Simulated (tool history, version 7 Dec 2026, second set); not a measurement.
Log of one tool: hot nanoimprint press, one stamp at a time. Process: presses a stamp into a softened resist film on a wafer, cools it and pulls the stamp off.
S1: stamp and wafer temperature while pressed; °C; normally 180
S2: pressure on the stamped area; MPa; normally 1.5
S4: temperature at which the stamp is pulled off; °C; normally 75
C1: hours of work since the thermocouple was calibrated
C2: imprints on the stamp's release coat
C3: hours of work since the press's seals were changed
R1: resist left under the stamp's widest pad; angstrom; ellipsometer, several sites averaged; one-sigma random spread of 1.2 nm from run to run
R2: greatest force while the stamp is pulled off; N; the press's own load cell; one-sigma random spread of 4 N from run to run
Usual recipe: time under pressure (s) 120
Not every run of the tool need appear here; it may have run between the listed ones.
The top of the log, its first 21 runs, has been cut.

{"run": 22, "day": 47.279, "S1": 180, "S2": 1.5, "time under pressure (s)": 64, "S4": 73, "C1": 88, "C2": 759, "C3": 368, "R1": 2222, "R2": 246}
{"day": 47.671, "done": "stamp cleaned and given a new release coat"}
{"run": 23, "day": 50.533, "S1": 180, "S2": 1.5, "time under pressure (s)": 64, "S4": 73, "C1": 124, "C2": 204, "C3": 405, "R1": 2262, "R2": 228}
{"run": 24, "day": 51.958, "S1": 180, "S2": 1.65, "time under pressure (s)": 120, "S4": 67, "C1": 142, "C2": 304, "C3": 422, "R1": 1735, "R2": 262}
{"run": 25, "day": 53.879, "S1": 177, "S2": 2.16, "time under pressure (s)": 102, "S4": 65, "C1": 165, "C2": 441, "C3": 446, "R1": 1884, "R2": 290}
{"run": 26, "day": 56.85, "S1": 180, "S2": 1.06, "time under pressure (s)": 72, "S4": 75, "C1": 202, "C2": 651, "C3": 482, "R1": 2527, "R2": 234}
{"run": 27, "day": 58.15, "S1": 187, "S2": 2.34, "time under pressure (s)": 72, "S4": 75, "C1": 218, "C2": 744, "C3": 498, "R1": 1290, "R2": 246}
{"day": 58.929, "done": "stamp cleaned and given a new release coat"}
{"run": 28, "day": 61.45, "S1": 187, "S2": 2.34, "time under pressure (s)": 72, "S4": 75, "C1": 255, "C2": 179, "C3": 535, "R1": 1285, "R2": 220}
{"run": 29, "day": 64.242, "S1": 180, "S2": 1.5, "time under pressure (s)": 120, "S4": 61, "C1": 289, "C2": 377, "C3": 570, "R1": 1862, "R2": 309}
{"run": 30, "day": 66.175, "S1": 191, "S2": 1.04, "time under pressure (s)": 117, "S4": 79, "C1": 313, "C2": 514, "C3": 593, "R1": 1370, "R2": 202}

Predict each of these 3 candidate next runs independently; none follows another, all start after run 30:
{"run": "A", "day": 68.079, "S1": 173, "S2": 1.04, "time under pressure (s)": 71, "S4": 79, "C1": 336, "C2": 649, "C3": 617, "R1": "?", "R2": "?"}
{"run": "B", "day": 68.079, "S1": 177, "S2": 1.65, "time under pressure (s)": 117, "S4": 79, "C1": 336, "C2": 649, "C3": 617, "R1": "?", "R2": "?"}
{"run": "C", "day": 68.079, "S1": 180, "S2": 1.5, "time under pressure (s)": 191, "S4": 61, "C1": 336, "C2": 649, "C3": 617, "R1": "?", "R2": "?"}

run=A R1=3252 R2=209
run=B R1=2118 R2=206
run=C R1=1592 R2=339
With no hidden state in the tool, these same runs would have given:
run=A R1=3159 R2=175
run=B R1=1994 R2=172
run=C R1=1495 R2=286
